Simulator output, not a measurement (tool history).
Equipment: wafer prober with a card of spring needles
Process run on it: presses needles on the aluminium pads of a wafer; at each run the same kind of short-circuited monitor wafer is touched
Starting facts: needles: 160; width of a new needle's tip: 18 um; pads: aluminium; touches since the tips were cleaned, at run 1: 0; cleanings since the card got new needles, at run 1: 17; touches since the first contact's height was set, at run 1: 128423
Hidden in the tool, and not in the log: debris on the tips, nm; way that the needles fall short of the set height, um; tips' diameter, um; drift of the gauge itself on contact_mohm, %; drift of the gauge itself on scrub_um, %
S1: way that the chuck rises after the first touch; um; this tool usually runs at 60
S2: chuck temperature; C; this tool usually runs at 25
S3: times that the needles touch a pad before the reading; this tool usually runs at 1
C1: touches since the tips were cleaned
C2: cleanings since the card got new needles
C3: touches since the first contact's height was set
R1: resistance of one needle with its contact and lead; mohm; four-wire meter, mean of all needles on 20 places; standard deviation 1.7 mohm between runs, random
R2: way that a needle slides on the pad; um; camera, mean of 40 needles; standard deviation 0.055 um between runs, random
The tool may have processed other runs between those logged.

run	hour	S1	S2	S3	C1	C2	C3	R1	R2
1	0	60	25	1	0	17	128423	170	11.99
2	11	60	25	1	4120	17	132543	176	12.02
# hour 19.2: tips cleaned on abrasive film
3	21.4	45	25	1	823	18	136384	180	9.03
4	31.9	60	25	1	4779	18	140340	174	11.94
# hour 37.8: tips cleaned on abrasive film
5	38.4	60	25	1	229	19	142719	177	11.98
6	44.2	60	25	1	2408	19	144898	172	11.97
7	54.9	60	25	1	6415	19	148905	175	12.03
# hour 57.2: tips cleaned on abrasive film
8	64.5	60	25	1	2730	20	152449	178	11.93
9	72	60	25	1	5544	20	155263	174	11.96
# hour 76.4: tips cleaned on abrasive film
10	84.9	60	25	1	3151	21	160027	174	12.1
# hour 95.1: tips cleaned on abrasive film
11	95.1	66	25	1	0	22	163822	171	13.14
12	101.8	76	25	1	2488	22	166310	168	15.2
13	108.1	41	25	1	4864	22	168686	181	8.19
# hour 113.9: tips cleaned on abrasive film
14	114.8	60	25	1	332	23	171157	175	11.83
15	121.1	63	25	1	2674	23	173499	171	12.47
# hour 133: tips cleaned on abrasive film
16	133.9	63	25	1	319	24	178254	174	12.57
17	144.2	71	25	1	4185	24	182120	172	14.15
# hour 151.6: tips cleaned on abrasive film
18	151.6	71	25	1	0	25	184855	171	14.14
19	163	71	25	1	4254	25	189109	170	14.1
# hour 170.9: tips cleaned on abrasive film
20	172	71	25	1	410	26	192429	173	14.2
21	178.9	59	25	3	2995	26	195014	173	11.87
22	185.3	61	35	1	5394	26	197413	176	12.26
# hour 190.2: tips cleaned on abrasive film
23	190.7	45	70	2	202	27	199400	192	9
24	203	45	29	2	4789	27	203987	183	8.97
# hour 208.9: tips cleaned on abrasive film
25	213.5	60	61	1	1741	28	207898	181	11.98
26	226.4	74	74	1	6561	28	212718	183	14.74
# hour 227.8: tips cleaned on abrasive film
27	234.6	61	28	2	2558	29	215762	173	12.13
28	241.9	61	28	2	5270	29	218474	175	12.18
# hour 246.8: tips cleaned on abrasive film
29	251.9	77	101	3	1914	30	222196	187	15.36
# hour 259.4: height of the first contact set anew
30	263.7	77	101	3	6217	30	1629	185	15.24
# hour 266.6: tips cleaned on abrasive film
31	269.3	70	46	1	990	31	3663	177	13.93

Describe how what the log doesn't record of the tool's condition differs between the last listed run preceding each entry between runs and the first listed run following it.
Logged between run 2 and run 3: tips cleaned on abrasive film (hour 19.2)
  debris on the tips, nm: 0.3 -> 0.1
Logged between run 4 and run 5: tips cleaned on abrasive film (hour 37.8)
  debris on the tips, nm: 0.3 -> 0
Logged between run 7 and run 8: tips cleaned on abrasive film (hour 57.2)
  debris on the tips, nm: 0.3 -> 0.2
Logged between run 9 and run 10: tips cleaned on abrasive film (hour 76.4)
  debris on the tips, nm: 0.3 -> 0.2
Logged between run 10 and run 11: tips cleaned on abrasive film (hour 95.1)
  debris on the tips, nm: 0.2 -> 0
Logged between run 13 and run 14: tips cleaned on abrasive film (hour 113.9)
  debris on the tips, nm: 0.3 -> 0.1
Logged between run 15 and run 16: tips cleaned on abrasive film (hour 133)
  debris on the tips, nm: 0.2 -> 0.1
Logged between run 17 and run 18: tips cleaned on abrasive film (hour 151.6)
  debris on the tips, nm: 0.3 -> 0
Logged between run 19 and run 20: tips cleaned on abrasive film (hour 170.9)
  debris on the tips, nm: 0.3 -> 0.1
Logged between run 22 and run 23: tips cleaned on abrasive film (hour 190.2)
  debris on the tips, nm: 0.3 -> 0.1
Logged between run 24 and run 25: tips cleaned on abrasive film (hour 208.9)
  debris on the tips, nm: 0.3 -> 0.2
Logged between run 26 and run 27: tips cleaned on abrasive film (hour 227.8)
  debris on the tips, nm: 0.3 -> 0.2
Logged between run 28 and run 29: tips cleaned on abrasive film (hour 246.8)
  debris on the tips, nm: 0.3 -> 0.2
Logged between run 29 and run 30: height of the first contact set anew (hour 259.4)
  debris on the tips, nm: 0.2 -> 0.3; way that the needles fall short of the set height, um: 0.01 -> 0
Logged between run 30 and run 31: tips cleaned on abrasive film (hour 266.6)
  debris on the tips, nm: 0.3 -> 0.1
